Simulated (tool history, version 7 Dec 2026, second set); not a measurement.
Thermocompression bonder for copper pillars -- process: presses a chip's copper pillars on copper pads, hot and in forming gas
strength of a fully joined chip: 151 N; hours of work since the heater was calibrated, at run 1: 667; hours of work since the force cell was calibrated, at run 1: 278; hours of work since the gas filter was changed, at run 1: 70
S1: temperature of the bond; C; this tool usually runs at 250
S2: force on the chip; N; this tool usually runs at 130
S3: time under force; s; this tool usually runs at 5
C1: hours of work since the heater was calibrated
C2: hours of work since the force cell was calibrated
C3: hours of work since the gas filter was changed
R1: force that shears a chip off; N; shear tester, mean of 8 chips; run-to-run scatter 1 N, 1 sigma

{"run": 1, "hour": 0.0, "S1": 250, "S2": 130, "S3": 5, "C1": 667, "C2": 278, "C3": 70, "R1": 86.2}
{"run": 2, "hour": 26.4, "S1": 250, "S2": 191, "S3": 5, "C1": 682, "C2": 293, "C3": 86, "R1": 101.5}
{"run": 3, "hour": 46.6, "S1": 250, "S2": 84, "S3": 5, "C1": 694, "C2": 305, "C3": 97, "R1": 68.2}
{"run": 4, "hour": 68.4, "S1": 250, "S2": 130, "S3": 5, "C1": 706, "C2": 318, "C3": 110, "R1": 83.2}
{"run": 5, "hour": 81.7, "S1": 250, "S2": 130, "S3": 5, "C1": 714, "C2": 325, "C3": 118, "R1": 85.2}
{"run": 6, "hour": 104.6, "S1": 259, "S2": 130, "S3": 5, "C1": 727, "C2": 338, "C3": 131, "R1": 93.1}
{"hour": 108.4, "done": "force cell calibrated"}
{"run": 7, "hour": 127.2, "S1": 264, "S2": 83, "S3": 11, "C1": 739, "C2": 11, "C3": 143, "R1": 102.8}

Run 8 has not been measured yet. What should we expect?
{"run": 8, "hour": 153.5, "S1": 263, "S2": 119, "S3": 6, "C1": 755, "C2": 26, "C3": 159, "R1": "?"}

R1: 99.2 N
With the hidden condition absent and the run-to-run variation left alone, this run would have shown R1 105.1 N.
